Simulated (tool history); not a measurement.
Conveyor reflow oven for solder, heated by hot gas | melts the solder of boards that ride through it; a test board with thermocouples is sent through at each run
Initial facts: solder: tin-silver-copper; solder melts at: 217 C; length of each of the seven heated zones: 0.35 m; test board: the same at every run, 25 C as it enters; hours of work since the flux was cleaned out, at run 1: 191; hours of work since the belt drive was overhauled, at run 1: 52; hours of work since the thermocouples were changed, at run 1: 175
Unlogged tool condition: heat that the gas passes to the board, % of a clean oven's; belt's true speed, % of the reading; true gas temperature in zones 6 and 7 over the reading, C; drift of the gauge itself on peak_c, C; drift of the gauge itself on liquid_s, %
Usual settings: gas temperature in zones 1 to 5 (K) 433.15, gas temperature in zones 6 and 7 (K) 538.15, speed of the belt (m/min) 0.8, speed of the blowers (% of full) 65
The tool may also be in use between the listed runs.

| run | hour | gas temperature in zones 1 to 5 (K) | gas temperature in zones 6 and 7 (K) | speed of the belt (m/min) | speed of the blowers (% of full) | hours of work since the flux was cleaned out | hours of work since the belt drive was overhauled | hours of work since the thermocouples were changed | highest temperature of the board (K) | time above the solder's melting point (s) |
|---|---|---|---|---|---|---|---|---|---|---|
| 1 | 0 | 433.15 | 538.15 | 0.8 | 65 | 191 | 52 | 175 | 514.35 | 28.7 |
| 2 | 16.4 | 433.15 | 538.15 | 0.8 | 81 | 202 | 63 | 186 | 517.15 | 29.6 |
| 3 | 29.6 | 433.15 | 538.15 | 0.8 | 81 | 211 | 72 | 195 | 516.55 | 30.3 |
| 4 | 41.1 | 433.15 | 538.15 | 0.8 | 81 | 218 | 80 | 202 | 516.45 | 30.2 |
| 5 | 49.6 | 433.15 | 538.15 | 0.8 | 81 | 224 | 86 | 208 | 516.75 | 30.2 |
| 6 | 60.1 | 433.15 | 538.15 | 0.8 | 81 | 231 | 93 | 215 | 515.35 | 30.1 |
| 7 | 73.6 | 433.15 | 538.15 | 0.8 | 81 | 240 | 102 | 224 | 516.25 | 30.9 |
| 8 | 84.2 | 433.15 | 538.15 | 0.8 | 81 | 248 | 109 | 232 | 517.05 | 30.1 |
| 9 | 96 | 433.15 | 538.15 | 0.8 | 81 | 256 | 117 | 240 | 515.85 | 30.5 |
| 10 | 113 | 440.15 | 538.15 | 0.8 | 81 | 267 | 128 | 251 | 517.25 | 33.5 |
| 11 | 127.2 | 433.15 | 538.15 | 0.8 | 65 | 277 | 138 | 261 | 512.25 | 28.1 |
| 12 | 139.7 | 433.15 | 538.15 | 0.8 | 65 | 285 | 147 | 269 | 512.55 | 26.9 |
| 13 | 155.3 | 433.15 | 538.15 | 0.8 | 65 | 296 | 157 | 280 | 512.15 | 26.4 |
| 14 | 170.7 | 433.15 | 538.15 | 0.78 | 65 | 306 | 168 | 290 | 514.65 | 29.3 |
| 15 | 186.2 | 433.15 | 538.15 | 0.919 | 65 | 317 | 178 | 301 | 505.65 | 17.4 |
| 16 | 198.3 | 433.15 | 538.15 | 0.919 | 65 | 325 | 186 | 309 | 505.75 | 17.8 |
| 17 | 213.4 | 433.15 | 538.15 | 0.919 | 65 | 335 | 196 | 319 | 506.25 | 17.8 |
| 18 | 229.5 | 433.15 | 538.15 | 0.919 | 65 | 346 | 207 | 330 | 506.55 | 17.3 |
| 19 | 236.7 | 433.15 | 538.15 | 0.901 | 61 | 351 | 212 | 335 | 505.15 | 17.7 |
| 20 | 243.5 | 433.15 | 546.15 | 0.93 | 61 | 355 | 217 | 339 | 510.85 | 20.5 |
| 21 | 259.8 | 441.15 | 540.15 | 0.753 | 54 | 366 | 228 | 350 | 515.35 | 31.9 |
|  | 265.8 | flux residue cleaned out of gas plates and filters |
| 22 | 279.2 | 441.15 | 540.15 | 0.91 | 71 | 9 | 238 | 360 | 506.25 | 19.8 |
| 23 | 296.2 | 424.15 | 538.15 | 0.736 | 65 | 21 | 249 | 372 | 510.25 | 25 |
| 24 | 310.4 | 444.15 | 536.15 | 0.76 | 61 | 30 | 259 | 381 | 510.45 | 29.2 |
| 25 | 327 | 444.15 | 536.15 | 0.801 | 54 | 41 | 270 | 393 | 506.45 | 22.7 |
| 26 | 340.5 | 421.15 | 545.15 | 0.757 | 58 | 51 | 279 | 402 | 511.15 | 24.8 |
| 27 | 351.5 | 421.15 | 545.15 | 0.757 | 58 | 58 | 287 | 409 | 510.95 | 24.4 |
| 28 | 361.2 | 433.15 | 538.15 | 0.773 | 65 | 65 | 293 | 416 | 508.85 | 24.6 |
|  | 370.3 | flux residue cleaned out of gas plates and filters, once more |
| 29 | 375.1 | 433.15 | 538.15 | 0.773 | 65 | 3 | 299 | 422 | 518.45 | 33.5 |
| 30 | 389.2 | 434.15 | 551.15 | 0.687 | 65 | 13 | 309 | 431 | 534.15 | 45.9 |
| 31 | 398.6 | 434.15 | 551.15 | 0.687 | 65 | 19 | 315 | 438 | 532.95 | 45.9 |

Forecast each of these 4 alternatives for the next run:
| A | 405.9 | 433.15 | 538.15 | 0.651 | 65 | 24 | 320 | 443 | ? | ? |
| B | 405.9 | 435.15 | 546.15 | 0.698 | 65 | 24 | 320 | 443 | ? | ? |
| C | 405.9 | 434.15 | 551.15 | 0.943 | 65 | 24 | 320 | 443 | ? | ? |
| D | 405.9 | 432.15 | 549.15 | 0.8 | 79 | 24 | 320 | 443 | ? | ? |

| run | highest temperature of the board (K) | time above the solder's melting point (s) |
|---|---|---|
| A | 522.85 | 44.3 |
| B | 529.35 | 44.5 |
| C | 520.05 | 26.4 |
| D | 529.05 | 36.5 |
What these runs would have given with no unlogged condition in the tool:
| run | highest temperature of the board (K) | time above the solder's melting point (s) |
|---|---|---|
| A | 522.75 | 44 |
| B | 529.25 | 44.1 |
| C | 520.15 | 26.3 |
| D | 529.15 | 36.3 |
